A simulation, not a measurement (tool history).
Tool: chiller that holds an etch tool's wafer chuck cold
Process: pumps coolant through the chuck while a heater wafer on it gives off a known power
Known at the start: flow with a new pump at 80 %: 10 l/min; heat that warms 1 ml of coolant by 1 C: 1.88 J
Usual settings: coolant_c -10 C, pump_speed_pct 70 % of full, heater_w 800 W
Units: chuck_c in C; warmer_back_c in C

Run 1, hour 0.0: usual settings. Result: chuck_c 1.5 C, warmer_back_c 3.13 C.
Run 2, hour 229.8: usual settings. Result: chuck_c 1.5 C, warmer_back_c 3.17 C.
Run 3, hour 455.5: usual settings but heater_w 682 W. Result: chuck_c 0.3 C, warmer_back_c 2.78 C.
Run 4, hour 621.1: usual settings. Result: chuck_c 2.1 C, warmer_back_c 3.27 C.
Run 5, hour 823.9: usual settings. Result: chuck_c 2.2 C, warmer_back_c 3.30 C.
At hour 843.0: coolant pump overhauled.
Run 6, hour 952.9: usual settings but coolant_c -13 C, pump_speed_pct 93 % of full. Result: chuck_c -3.0 C, warmer_back_c 2.56 C.
Run 7, hour 1117.9: usual settings but pump_speed_pct 85 % of full, heater_w 815 W. Result: chuck_c 1.2 C, warmer_back_c 2.90 C.
Run 8, hour 1229.3: usual settings but pump_speed_pct 85 % of full, heater_w 815 W. Result: chuck_c 1.3 C, warmer_back_c 2.91 C.
Run 9, hour 1418.4: usual settings but heater_w 522 W. Result: chuck_c -1.4 C, warmer_back_c 2.30 C.
Run 10, hour 1528.7: usual settings but coolant_c -15 C, pump_speed_pct 71 % of full, heater_w 522 W. Result: chuck_c -6.3 C, warmer_back_c 2.28 C.

3 ways to go on from here, each from the tool as it stands after run 10. What would each give?
At hour 1567.2: coolant pump overhauled, once more.
Run A, hour 1717.4: usual settings but coolant_c -8 C, pump_speed_pct 92 % of full, heater_w 522 W. Result: chuck_c ?, warmer_back_c ?.
At hour 1567.2: coolant pump overhauled, once more.
Run B, hour 1717.4: usual settings but coolant_c -4 C, pump_speed_pct 81 % of full, heater_w 812 W. Result: chuck_c ?, warmer_back_c ?.
At hour 1567.2: coolant pump overhauled, once more.
Run C, hour 1717.4: usual settings but coolant_c -7 C, pump_speed_pct 96 % of full, heater_w 1057 W. Result: chuck_c ?, warmer_back_c ?.

run  chuck_c  warmer_back_c
  A     -2.2           1.40
  B      6.6           2.62
  C      4.8           2.81
Without the tool's hidden state the same runs would have given:
run  chuck_c  warmer_back_c
  A     -2.7           1.39
  B      5.5           2.59
  C      3.4           2.78
